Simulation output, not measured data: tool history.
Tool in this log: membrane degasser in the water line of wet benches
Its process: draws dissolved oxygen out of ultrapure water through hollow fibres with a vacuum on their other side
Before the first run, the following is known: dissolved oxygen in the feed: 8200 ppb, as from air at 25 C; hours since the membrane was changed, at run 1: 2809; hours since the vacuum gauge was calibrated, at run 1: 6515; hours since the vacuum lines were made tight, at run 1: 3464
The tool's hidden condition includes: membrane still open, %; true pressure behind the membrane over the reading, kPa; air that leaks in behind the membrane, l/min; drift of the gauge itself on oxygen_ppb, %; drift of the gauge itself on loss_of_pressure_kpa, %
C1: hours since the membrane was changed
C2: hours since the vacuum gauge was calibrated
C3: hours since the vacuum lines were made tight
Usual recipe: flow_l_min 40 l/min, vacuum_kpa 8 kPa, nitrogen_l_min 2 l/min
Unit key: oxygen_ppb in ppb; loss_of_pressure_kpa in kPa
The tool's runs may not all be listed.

Run 1, hour 0: usual settings; C1 2809; C2 6515; C3 3464. Result: oxygen_ppb 219.6 ppb, loss_of_pressure_kpa 43.21 kPa.
Run 2, hour 84.3: usual settings; C1 2893; C2 6599; C3 3548. Result: oxygen_ppb 221.4 ppb, loss_of_pressure_kpa 42.92 kPa.
Run 3, hour 203.6: usual settings but flow_l_min 31 l/min; C1 3012; C2 6718; C3 3667. Result: oxygen_ppb 168.1 ppb, loss_of_pressure_kpa 33.11 kPa.
Run 4, hour 262.4: usual settings but flow_l_min 31 l/min; C1 3071; C2 6777; C3 3726. Result: oxygen_ppb 170.7 ppb, loss_of_pressure_kpa 33.29 kPa.
Run 5, hour 355.3: usual settings but nitrogen_l_min 5.42 l/min; C1 3164; C2 6870; C3 3819. Result: oxygen_ppb 93.4 ppb, loss_of_pressure_kpa 43.33 kPa.
Run 6, hour 472.5: usual settings but nitrogen_l_min 5.42 l/min; C1 3281; C2 6987; C3 3936. Result: oxygen_ppb 93.5 ppb, loss_of_pressure_kpa 43.14 kPa.
Run 7, hour 581.1: usual settings but vacuum_kpa 5.05 kPa, nitrogen_l_min 4.42 l/min; C1 3390; C2 7096; C3 4045. Result: oxygen_ppb 50.2 ppb, loss_of_pressure_kpa 42.97 kPa.
Run 8, hour 635.1: usual settings but vacuum_kpa 17.3 kPa; C1 3444; C2 7150; C3 4099. Result: oxygen_ppb 613.2 ppb, loss_of_pressure_kpa 42.96 kPa.
Run 9, hour 721.8: usual settings but vacuum_kpa 17.3 kPa; C1 3531; C2 7237; C3 4185. Result: oxygen_ppb 599.8 ppb, loss_of_pressure_kpa 43.15 kPa.
Run 10, hour 796.5: usual settings but vacuum_kpa 19.68 kPa, nitrogen_l_min 0.92 l/min; C1 3605; C2 7311; C3 4260. Result: oxygen_ppb 1256 ppb, loss_of_pressure_kpa 43.4 kPa.

Each row is a separate what-if for the run after 10, all from the same tool condition, not one after another. Results?
Run A, hour 861.9: usual settings but flow_l_min 30 l/min, nitrogen_l_min 2.55 l/min; C1 3671; C2 7377; C3 4326. Result: oxygen_ppb ?, loss_of_pressure_kpa ?.
Run B, hour 861.9: usual settings but flow_l_min 33 l/min, vacuum_kpa 8.1 kPa, nitrogen_l_min 1.53 l/min; C1 3671; C2 7377; C3 4326. Result: oxygen_ppb ?, loss_of_pressure_kpa ?.
Run C, hour 861.9: usual settings but vacuum_kpa 17.26 kPa, nitrogen_l_min 4.34 l/min; C1 3671; C2 7377; C3 4326. Result: oxygen_ppb ?, loss_of_pressure_kpa ?.
Run D, hour 861.9: usual settings but flow_l_min 58 l/min, vacuum_kpa 5.21 kPa, nitrogen_l_min 0.93 l/min; C1 3671; C2 7377; C3 4326. Result: oxygen_ppb ?, loss_of_pressure_kpa ?.

run  oxygen_ppb  loss_of_pressure_kpa
  A       130.5                 32.62
  B         233                 35.98
  C       305.2                 43.14
  D       272.8                 63.14
The same runs, with their run-to-run variation unchanged, on a tool lacking any hidden condition would have given:
run  oxygen_ppb  loss_of_pressure_kpa
  A         130                 32.29
  B       232.2                 35.61
  C       304.8                 42.69
  D         271                 62.49
